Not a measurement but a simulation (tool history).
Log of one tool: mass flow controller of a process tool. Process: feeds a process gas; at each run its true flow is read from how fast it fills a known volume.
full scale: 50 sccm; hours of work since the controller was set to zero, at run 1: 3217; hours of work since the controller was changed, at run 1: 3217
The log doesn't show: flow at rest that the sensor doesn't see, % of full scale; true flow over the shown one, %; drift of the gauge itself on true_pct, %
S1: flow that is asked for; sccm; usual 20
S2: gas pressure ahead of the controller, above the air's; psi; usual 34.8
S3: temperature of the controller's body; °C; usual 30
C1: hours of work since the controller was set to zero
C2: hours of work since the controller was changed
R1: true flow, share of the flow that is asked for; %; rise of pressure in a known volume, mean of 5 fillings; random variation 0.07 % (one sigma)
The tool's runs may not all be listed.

| run | hour | S1 | S2 | S3 | C1 | C2 | R1 |
|---|---|---|---|---|---|---|---|
| 1 | 0.0 | 20 | 34.8 | 30 | 3217 | 3217 | 98.48 |
| 2 | 98.5 | 20 | 34.8 | 30 | 3274 | 3274 | 98.52 |
| 3 | 242.5 | 20 | 33.9 | 30 | 3357 | 3357 | 98.63 |
| 4 | 354.8 | 20 | 34.8 | 30 | 3422 | 3422 | 98.70 |
| 5 | 445.9 | 20 | 39.7 | 30 | 3475 | 3475 | 98.44 |
| 6 | 620.1 | 20 | 39.7 | 30 | 3575 | 3575 | 98.56 |
| 7 | 810.0 | 20 | 34.8 | 30 | 3685 | 3685 | 98.68 |
| 8 | 1007.0 | 20 | 34.8 | 30 | 3799 | 3799 | 98.73 |
| 9 | 1153.8 | 20 | 34.8 | 30 | 3884 | 3884 | 98.90 |
| 10 | 1300.5 | 20 | 31.6 | 30 | 3968 | 3968 | 98.98 |
| 11 | 1412.8 | 20 | 31.6 | 30 | 4033 | 4033 | 98.92 |
| 12 | 1581.7 | 20 | 34.8 | 30 | 4131 | 4131 | 98.94 |
| 13 | 1692.7 | 20 | 34.8 | 30 | 4195 | 4195 | 98.92 |
| 14 | 1777.7 | 20 | 35.5 | 30 | 4244 | 4244 | 99.06 |
| 15 | 1890.0 | 20 | 21.5 | 20 | 4309 | 4309 | 98.75 |

Run 16 comes next. What will it give?
| 16 | 1979.5 | 20 | 21.5 | 20 | 4360 | 4360 | ? |

{"run 16": {"R1": 98.85}}
Without the tool's hidden state the same run would have given R1 98.21 %.
